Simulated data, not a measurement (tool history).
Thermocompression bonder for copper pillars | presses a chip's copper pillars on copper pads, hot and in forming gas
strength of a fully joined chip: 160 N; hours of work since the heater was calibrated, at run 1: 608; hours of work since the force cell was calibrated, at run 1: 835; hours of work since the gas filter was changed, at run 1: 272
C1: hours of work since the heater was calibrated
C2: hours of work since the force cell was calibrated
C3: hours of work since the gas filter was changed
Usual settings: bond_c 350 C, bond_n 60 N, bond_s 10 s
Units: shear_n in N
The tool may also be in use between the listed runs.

run 1 day=0 | bond_c=350 bond_n=60 bond_s=10 | C1=608 C2=835 C3=272 | shear_n=100.3
run 2 day=1.338 | bond_c=350 bond_n=60 bond_s=10 | C1=633 C2=860 C3=297 | shear_n=99.9
run 3 day=3.079 | bond_c=350 bond_n=60 bond_s=10 | C1=666 C2=893 C3=330 | shear_n=100.5
-- day=3.196 forming gas filter changed
run 4 day=4.108 | bond_c=350 bond_n=60 bond_s=10 | C1=686 C2=912 C3=17 | shear_n=107.1
run 5 day=5.296 | bond_c=350 bond_n=60 bond_s=10 | C1=708 C2=935 C3=40 | shear_n=108.3
run 6 day=6.708 | bond_c=350 bond_n=60 bond_s=10 | C1=735 C2=962 C3=67 | shear_n=107.6
run 7 day=7.971 | bond_c=350 bond_n=60 bond_s=7 | C1=759 C2=986 C3=91 | shear_n=96.7
run 8 day=9.488 | bond_c=358 bond_n=60 bond_s=10 | C1=788 C2=1015 C3=120 | shear_n=112.7
run 9 day=10.688 | bond_c=358 bond_n=60 bond_s=10 | C1=810 C2=1037 C3=142 | shear_n=112.7
run 10 day=11.912 | bond_c=358 bond_n=60 bond_s=19 | C1=834 C2=1061 C3=165 | shear_n=128.1
run 11 day=13.617 | bond_c=346 bond_n=60 bond_s=10 | C1=866 C2=1093 C3=198 | shear_n=100.5
run 12 day=15.242 | bond_c=346 bond_n=60 bond_s=10 | C1=897 C2=1124 C3=229 | shear_n=99.8
run 13 day=16.062 | bond_c=350 bond_n=60 bond_s=6 | C1=912 C2=1139 C3=244 | shear_n=89.1
run 14 day=17.362 | bond_c=350 bond_n=60 bond_s=10 | C1=937 C2=1164 C3=269 | shear_n=101.3
run 15 day=18.925 | bond_c=350 bond_n=60 bond_s=21 | C1=967 C2=1194 C3=299 | shear_n=118.9
run 16 day=20.029 | bond_c=350 bond_n=60 bond_s=10 | C1=988 C2=1215 C3=320 | shear_n=101.1
-- day=20.738 forming gas filter changed
run 17 day=20.775 | bond_c=350 bond_n=60 bond_s=9 | C1=1001 C2=1228 C3=1 | shear_n=106.5
run 18 day=22.062 | bond_c=342 bond_n=60 bond_s=9 | C1=1026 C2=1253 C3=25 | shear_n=101.3
run 19 day=23.096 | bond_c=350 bond_n=60 bond_s=10 | C1=1046 C2=1273 C3=45 | shear_n=109.5
run 20 day=24.771 | bond_c=350 bond_n=60 bond_s=10 | C1=1077 C2=1304 C3=77 | shear_n=107.5
run 21 day=26.167 | bond_c=370 bond_n=77 bond_s=10 | C1=1104 C2=1331 C3=103 | shear_n=133.1
run 22 day=27.388 | bond_c=379 bond_n=62 bond_s=16 | C1=1127 C2=1354 C3=126 | shear_n=136.2
run 23 day=29.088 | bond_c=379 bond_n=62 bond_s=16 | C1=1159 C2=1386 C3=159 | shear_n=135.5
run 24 day=29.796 | bond_c=374 bond_n=60 bond_s=10 | C1=1173 C2=1400 C3=172 | shear_n=122.5
run 25 day=31.567 | bond_c=374 bond_n=60 bond_s=10 | C1=1206 C2=1433 C3=206 | shear_n=120.1
run 26 day=32.35 | bond_c=374 bond_n=60 bond_s=15 | C1=1221 C2=1448 C3=220 | shear_n=130.8
run 27 day=33.538 | bond_c=374 bond_n=60 bond_s=15 | C1=1244 C2=1471 C3=243 | shear_n=128
run 28 day=34.35 | bond_c=376 bond_n=60 bond_s=10 | C1=1259 C2=1486 C3=258 | shear_n=121.8
run 29 day=35.108 | bond_c=376 bond_n=60 bond_s=14 | C1=1274 C2=1501 C3=273 | shear_n=128.6
-- day=35.792 force cell calibrated
run 30 day=36.783 | bond_c=342 bond_n=50 bond_s=10 | C1=1304 C2=19 C3=303 | shear_n=90.6
run 31 day=37.55 | bond_c=372 bond_n=86 bond_s=19 | C1=1319 C2=33 C3=318 | shear_n=140.1
-- day=38.329 forming gas filter changed
run 32 day=38.858 | bond_c=343 bond_n=86 bond_s=12 | C1=1343 C2=58 C3=10 | shear_n=133.4
run 33 day=40.183 | bond_c=347 bond_n=57 bond_s=12 | C1=1368 C2=83 C3=35 | shear_n=112
run 34 day=41.567 | bond_c=347 bond_n=57 bond_s=12 | C1=1395 C2=109 C3=61 | shear_n=111.6
run 35 day=42.612 | bond_c=349 bond_n=60 bond_s=10 | C1=1414 C2=129 C3=81 | shear_n=111.5
run 36 day=44.133 | bond_c=349 bond_n=60 bond_s=10 | C1=1443 C2=158 C3=110 | shear_n=112.4
run 37 day=45.708 | bond_c=349 bond_n=42 bond_s=5 | C1=1473 C2=188 C3=140 | shear_n=71.6
run 38 day=46.879 | bond_c=349 bond_n=42 bond_s=5 | C1=1496 C2=210 C3=162 | shear_n=70.7
run 39 day=48.404 | bond_c=349 bond_n=42 bond_s=5 | C1=1524 C2=239 C3=191 | shear_n=69.3
run 40 day=49.862 | bond_c=373 bond_n=60 bond_s=9 | C1=1552 C2=267 C3=219 | shear_n=121.7

Hidden state or all else? Some run-to-run changes of shear_n, split into what the settings, what came in and random variation would give without the hidden state, and what is left for the hidden state (with any gauge scatter that isn't in both results):
The hidden state here: true temperature of the bond over the reading, C; force that reaches the chip, % of what is set; oxide that the forming gas leaves, % of the face; drift of the gauge itself on shear_n, %.
Run 16 -> 17: bond_s 10 -> 9, forming gas filter changed. shear_n +5.4 N: hidden state +9.9, all else -4.5.
Run 30 -> 31: bond_c 342 -> 372, bond_n 50 -> 86, bond_s 10 -> 19. shear_n +49.5 N: hidden state -9.6, all else +59.1.
Run 31 -> 32: bond_c 372 -> 343, bond_s 19 -> 12, forming gas filter changed. shear_n -6.7 N: hidden state +16.1, all else -22.8.
Run 36 -> 37: bond_n 60 -> 42, bond_s 10 -> 5. shear_n -40.8 N: hidden state +0.2, all else -41.
Run 39 -> 40: bond_c 349 -> 373, bond_n 42 -> 60, bond_s 5 -> 9. shear_n +52.4 N: hidden state -4.3, all else +56.7.
